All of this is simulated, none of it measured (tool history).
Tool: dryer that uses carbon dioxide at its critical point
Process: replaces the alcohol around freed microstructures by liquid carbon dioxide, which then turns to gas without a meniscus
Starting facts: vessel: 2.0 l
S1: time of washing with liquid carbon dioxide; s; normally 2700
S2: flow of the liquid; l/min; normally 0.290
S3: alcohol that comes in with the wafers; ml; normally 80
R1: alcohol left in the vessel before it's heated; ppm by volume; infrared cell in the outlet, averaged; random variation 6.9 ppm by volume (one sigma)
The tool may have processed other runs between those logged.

run 1 hour=0.0 | S1=2700 S2=0.290 S3=80 | R1=628
run 2 hour=30.2 | S1=2700 S2=0.290 S3=80 | R1=634
run 3 hour=49.9 | S1=2700 S2=0.290 S3=80 | R1=674
run 4 hour=73.1 | S1=2700 S2=0.290 S3=80 | R1=456
run 5 hour=105.7 | S1=2700 S2=0.290 S3=80 | R1=463
run 6 hour=136.4 | S1=2700 S2=0.290 S3=80 | R1=467
run 7 hour=157.0 | S1=2700 S2=0.290 S3=80 | R1=478
run 8 hour=171.7 | S1=2700 S2=0.488 S3=80 | R1=147
run 9 hour=205.4 | S1=2700 S2=0.488 S3=80 | R1=160
run 10 hour=236.2 | S1=2700 S2=0.488 S3=80 | R1=158
run 11 hour=254.9 | S1=2700 S2=0.290 S3=80 | R1=541
run 12 hour=284.7 | S1=1680 S2=0.290 S3=80 | R1=2411
run 13 hour=310.7 | S1=1680 S2=0.290 S3=80 | R1=2490
run 14 hour=332.2 | S1=1980 S2=0.267 S3=105 | R1=2642
run 15 hour=355.1 | S1=2700 S2=0.326 S3=23 | R1=234
run 16 hour=381.1 | S1=2700 S2=0.326 S3=23 | R1=229
run 17 hour=413.4 | S1=3660 S2=0.290 S3=80 | R1=258
run 18 hour=428.3 | S1=1800 S2=0.190 S3=80 | R1=5811
run 19 hour=449.5 | S1=2880 S2=0.246 S3=80 | R1=921
run 20 hour=469.4 | S1=4260 S2=0.246 S3=22 | R1=185
run 21 hour=497.8 | S1=4260 S2=0.320 S3=30 | R1=160
run 22 hour=517.4 | S1=4260 S2=0.320 S3=30 | R1=168
run 23 hour=540.0 | S1=4260 S2=0.320 S3=30 | R1=172
run 24 hour=571.9 | S1=2340 S2=0.320 S3=30 | R1=323

Taken out of this log: 2 entries between the listed runs. Where each belongs, and how the hidden state differs across it:
Runs 3 to 4: inlet filter changed (hour 73.1)
  flow that reaches the vessel past the clogged filter, %: 88.2 -> 99.5; alcohol in the recycled carbon dioxide, ppm: 123.2 -> 125.2
  difference, measured minus the result without the unlogged condition, R1: +360 -> +130 ppm by volume
Runs 23 to 24: inlet filter changed (hour 567.4)
  flow that reaches the vessel past the clogged filter, %: 88.3 -> 99.5; alcohol in the recycled carbon dioxide, ppm: 168.2 -> 171.1
  difference, measured minus the result without the unlogged condition, R1: +166 -> +168 ppm by volume
